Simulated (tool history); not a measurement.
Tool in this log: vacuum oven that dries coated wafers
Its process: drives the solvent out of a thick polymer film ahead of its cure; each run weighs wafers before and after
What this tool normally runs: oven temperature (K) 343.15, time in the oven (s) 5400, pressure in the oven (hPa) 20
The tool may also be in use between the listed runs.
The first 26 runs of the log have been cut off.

{"run": 27, "hour": 1290.1, "oven temperature (K)": 347.15, "time in the oven (s)": 3240, "pressure in the oven (hPa)": 15.7, "solvent left in the film (%)": 5.51}
{"run": 28, "hour": 1349.1, "oven temperature (K)": 347.15, "time in the oven (s)": 3240, "pressure in the oven (hPa)": 15.7, "solvent left in the film (%)": 5.66}
{"run": 29, "hour": 1382.5, "oven temperature (K)": 347.15, "time in the oven (s)": 3240, "pressure in the oven (hPa)": 15.7, "solvent left in the film (%)": 5.65}
{"hour": 1417.2, "done": "oven's thermocouples calibrated, once more"}
{"run": 30, "hour": 1446.0, "oven temperature (K)": 330.15, "time in the oven (s)": 4320, "pressure in the oven (hPa)": 42, "solvent left in the film (%)": 11.25}
{"run": 31, "hour": 1477.4, "oven temperature (K)": 330.15, "time in the oven (s)": 3300, "pressure in the oven (hPa)": 20.8, "solvent left in the film (%)": 10.76}
{"run": 32, "hour": 1524.6, "oven temperature (K)": 343.15, "time in the oven (s)": 5580, "pressure in the oven (hPa)": 29.5, "solvent left in the film (%)": 4.94}
{"run": 33, "hour": 1584.9, "oven temperature (K)": 349.15, "time in the oven (s)": 5640, "pressure in the oven (hPa)": 70.2, "solvent left in the film (%)": 5.47}
{"run": 34, "hour": 1627.5, "oven temperature (K)": 357.15, "time in the oven (s)": 5280, "pressure in the oven (hPa)": 62.8, "solvent left in the film (%)": 3.22}
{"run": 35, "hour": 1667.6, "oven temperature (K)": 345.15, "time in the oven (s)": 3360, "pressure in the oven (hPa)": 18, "solvent left in the film (%)": 5.72}
{"run": 36, "hour": 1699.9, "oven temperature (K)": 358.15, "time in the oven (s)": 6720, "pressure in the oven (hPa)": 12.4, "solvent left in the film (%)": 0.82}
{"run": 37, "hour": 1747.8, "oven temperature (K)": 358.15, "time in the oven (s)": 6720, "pressure in the oven (hPa)": 12.4, "solvent left in the film (%)": 0.94}
{"run": 38, "hour": 1780.3, "oven temperature (K)": 333.15, "time in the oven (s)": 4020, "pressure in the oven (hPa)": 13.9, "solvent left in the film (%)": 8.76}
{"run": 39, "hour": 1810.3, "oven temperature (K)": 333.15, "time in the oven (s)": 4020, "pressure in the oven (hPa)": 13.9, "solvent left in the film (%)": 8.92}
{"hour": 1855.8, "done": "vacuum gauge cleaned of residue and calibrated"}
{"run": 40, "hour": 1869.4, "oven temperature (K)": 332.15, "time in the oven (s)": 4500, "pressure in the oven (hPa)": 17.3, "solvent left in the film (%)": 8.59}
{"run": 41, "hour": 1903.2, "oven temperature (K)": 332.15, "time in the oven (s)": 4500, "pressure in the oven (hPa)": 17.3, "solvent left in the film (%)": 8.76}
{"run": 42, "hour": 1933.2, "oven temperature (K)": 332.15, "time in the oven (s)": 4500, "pressure in the oven (hPa)": 17.3, "solvent left in the film (%)": 8.75}
{"run": 43, "hour": 1987.1, "oven temperature (K)": 358.15, "time in the oven (s)": 3840, "pressure in the oven (hPa)": 42.7, "solvent left in the film (%)": 2.51}
{"run": 44, "hour": 2041.7, "oven temperature (K)": 343.15, "time in the oven (s)": 5400, "pressure in the oven (hPa)": 30.9, "solvent left in the film (%)": 5.01}
{"run": 45, "hour": 2108.2, "oven temperature (K)": 330.15, "time in the oven (s)": 5400, "pressure in the oven (hPa)": 10.2, "solvent left in the film (%)": 8.09}
{"run": 46, "hour": 2156.2, "oven temperature (K)": 330.15, "time in the oven (s)": 5400, "pressure in the oven (hPa)": 10.2, "solvent left in the film (%)": 8.33}
{"run": 47, "hour": 2193.6, "oven temperature (K)": 330.15, "time in the oven (s)": 5400, "pressure in the oven (hPa)": 10.2, "solvent left in the film (%)": 8.17}

Here are 3 independent what-if runs from the current tool condition. What would each one return?
{"run": "A", "hour": 2224.4, "oven temperature (K)": 334.15, "time in the oven (s)": 5400, "pressure in the oven (hPa)": 10.2, "solvent left in the film (%)": "?"}
{"run": "B", "hour": 2224.4, "oven temperature (K)": 343.15, "time in the oven (s)": 9480, "pressure in the oven (hPa)": 68.2, "solvent left in the film (%)": "?"}
{"run": "C", "hour": 2224.4, "oven temperature (K)": 330.15, "time in the oven (s)": 8580, "pressure in the oven (hPa)": 10.2, "solvent left in the film (%)": "?"}

run=A solvent_left_in_the_film_(%)=6.95
run=B solvent_left_in_the_film_(%)=6.09
run=C solvent_left_in_the_film_(%)=6.26
Without the tool's hidden state the same runs would have given:
run=A solvent_left_in_the_film_(%)=6.62
run=B solvent_left_in_the_film_(%)=5.78
run=C solvent_left_in_the_film_(%)=5.89
